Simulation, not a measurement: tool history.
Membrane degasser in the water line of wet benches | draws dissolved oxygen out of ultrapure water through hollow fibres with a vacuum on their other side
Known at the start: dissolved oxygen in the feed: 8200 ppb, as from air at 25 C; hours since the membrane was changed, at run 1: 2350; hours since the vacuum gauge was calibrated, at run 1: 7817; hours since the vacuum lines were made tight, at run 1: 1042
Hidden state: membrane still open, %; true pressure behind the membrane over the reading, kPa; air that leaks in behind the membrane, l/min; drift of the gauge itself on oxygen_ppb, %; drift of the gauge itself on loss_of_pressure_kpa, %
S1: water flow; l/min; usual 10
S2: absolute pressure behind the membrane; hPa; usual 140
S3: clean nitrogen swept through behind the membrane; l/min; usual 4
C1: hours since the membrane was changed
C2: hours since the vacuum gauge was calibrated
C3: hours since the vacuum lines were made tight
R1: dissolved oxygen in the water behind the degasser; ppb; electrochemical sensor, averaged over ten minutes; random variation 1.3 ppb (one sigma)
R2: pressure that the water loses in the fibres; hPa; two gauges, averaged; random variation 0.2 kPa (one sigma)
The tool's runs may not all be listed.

Run 1, hour 0: usual settings; C1 2350; C2 7817; C3 1042. Result: R1 123.4 ppb, R2 457.6 hPa.
Run 2, hour 34.9: usual settings; C1 2385; C2 7852; C3 1077. Result: R1 124.4 ppb, R2 455.8 hPa.
Run 3, hour 62.4: usual settings; C1 2412; C2 7879; C3 1104. Result: R1 124.7 ppb, R2 459.2 hPa.
Run 4, hour 98.2: usual settings; C1 2448; C2 7915; C3 1140. Result: R1 122.6 ppb, R2 457.4 hPa.
Run 5, hour 150.1: usual settings; C1 2500; C2 7967; C3 1192. Result: R1 125.4 ppb, R2 458.1 hPa.
Run 6, hour 210.3: usual settings but S3 3.84 l/min; C1 2560; C2 8027; C3 1252. Result: R1 127.4 ppb, R2 455.9 hPa.
Run 7, hour 257.8: usual settings but S3 3.84 l/min; C1 2608; C2 8075; C3 1299. Result: R1 126 ppb, R2 458.8 hPa.
Run 8, hour 307.6: usual settings but S3 3.84 l/min; C1 2657; C2 8124; C3 1349. Result: R1 124.9 ppb, R2 455.6 hPa.
Run 9, hour 350.5: usual settings but S3 3.84 l/min; C1 2700; C2 8167; C3 1392. Result: R1 125 ppb, R2 458.3 hPa.
At hour 358.2: vacuum gauge calibrated.
Run 10, hour 405.8: usual settings but S2 105 hPa, S3 3.84 l/min; C1 2755; C2 48; C3 1447. Result: R1 104.4 ppb, R2 455.7 hPa.
Run 11, hour 441.5: usual settings but S1 7 l/min, S2 276 hPa; C1 2791; C2 83; C3 1483. Result: R1 121.7 ppb, R2 320.7 hPa.
Run 12, hour 482.3: usual settings but S1 7 l/min, S2 276 hPa; C1 2832; C2 124; C3 1523. Result: R1 124 ppb, R2 319 hPa.
Run 13, hour 535.7: usual settings but S1 7 l/min, S2 276 hPa; C1 2885; C2 178; C3 1577. Result: R1 122 ppb, R2 320.8 hPa.
Run 14, hour 573.6: usual settings but S1 7 l/min, S2 126 hPa; C1 2923; C2 215; C3 1615. Result: R1 59 ppb, R2 320.6 hPa.
Run 15, hour 632.2: usual settings but S1 12 l/min, S2 126 hPa, S3 4.98 l/min; C1 2982; C2 274; C3 1673. Result: R1 149.6 ppb, R2 551.8 hPa.
Run 16, hour 687: usual settings but S1 12 l/min, S2 94 hPa, S3 2 l/min; C1 3036; C2 329; C3 1728. Result: R1 185.8 ppb, R2 548.2 hPa.
Run 17, hour 722: usual settings but S1 12 l/min, S2 94 hPa, S3 2 l/min; C1 3071; C2 364; C3 1763. Result: R1 184.6 ppb, R2 546.7 hPa.
Run 18, hour 758.8: usual settings but S1 12 l/min, S2 94 hPa, S3 2 l/min; C1 3108; C2 401; C3 1800. Result: R1 185.1 ppb, R2 552.7 hPa.
Run 19, hour 795.8: usual settings but S1 8 l/min, S2 141 hPa, S3 5.29 l/min; C1 3145; C2 438; C3 1837. Result: R1 70.4 ppb, R2 366.1 hPa.

3 ways to go on from here, each from the tool as it stands after run 19. What would each give?
Run A, hour 857: usual settings but S1 9 l/min, S2 152 hPa, S3 3.12 l/min; C1 3206; C2 499; C3 1898. Result: R1 ?, R2 ?.
Run B, hour 857: usual settings but S1 8 l/min, S2 141 hPa, S3 3.14 l/min; C1 3206; C2 499; C3 1898. Result: R1 ?, R2 ?.
Run C, hour 857: usual settings but S1 8 l/min, S2 105 hPa, S3 8.73 l/min; C1 3206; C2 499; C3 1898. Result: R1 ?, R2 ?.

run    R1     R2
  A   124    412
  B  97.3  366.7
  C  45.5  370.1
Without the tool's hidden state the same runs would have given:
run     R1     R2
  A  123.9  411.8
  B   97.3  366.6
  C   45.4    370
